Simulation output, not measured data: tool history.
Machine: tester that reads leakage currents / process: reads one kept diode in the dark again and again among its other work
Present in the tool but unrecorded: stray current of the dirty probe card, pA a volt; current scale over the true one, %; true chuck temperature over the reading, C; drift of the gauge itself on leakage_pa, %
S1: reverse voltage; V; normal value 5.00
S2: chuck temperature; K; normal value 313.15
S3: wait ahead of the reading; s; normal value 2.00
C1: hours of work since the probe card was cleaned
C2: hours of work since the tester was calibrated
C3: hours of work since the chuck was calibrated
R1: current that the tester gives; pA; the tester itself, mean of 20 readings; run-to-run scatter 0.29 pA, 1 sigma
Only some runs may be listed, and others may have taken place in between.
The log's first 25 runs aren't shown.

run	day	S1	S2	S3	C1	C2	C3	R1
26	90.242	5.00	327.15	6.74	2203	1777	895	254.94
# day 90.833: probe card cleaned and baked
27	94.400	4.30	317.15	3.73	42	1825	943	109.16
28	97.375	13.79	321.15	8.38	77	1860	978	241.88
29	101.888	4.62	322.15	2.39	130	1913	1031	165.76
30	107.304	4.62	322.15	1.30	194	1976	1094	164.74
31	112.546	4.62	322.15	6.03	255	2038	1156	162.78
32	116.200	4.62	322.15	6.03	298	2081	1199	162.85
33	120.567	12.50	313.15	1.64	350	2132	1250	121.49
34	123.467	7.40	304.15	1.64	384	2166	1285	45.67
35	127.054	1.27	313.15	2.17	426	2209	1327	45.98
36	130.246	1.27	313.15	2.17	463	2246	1364	45.89
37	135.496	5.34	320.15	1.78	525	2308	1426	144.87
38	139.221	1.60	296.15	1.78	569	2352	1470	11.72
39	143.942	8.71	313.15	8.83	624	2407	1525	99.36

What if the next run were any one of these 5? Each begins from the tool's condition after run 39:
A	148.542	4.44	299.15	2.00	679	2461	1579	?
B	148.542	5.00	301.15	1.79	679	2461	1579	?
C	148.542	5.00	313.15	5.69	679	2461	1579	?
D	148.542	8.71	313.15	2.69	679	2461	1579	?
E	148.542	14.96	333.15	2.00	679	2461	1579	?

run	R1
A	23.28
B	29.03
C	79.12
D	99.07
E	576.94
Without the tool's unlogged condition, the same runs would have read:
run	R1
A	27.77
B	34.60
C	94.47
D	117.88
E	678.41
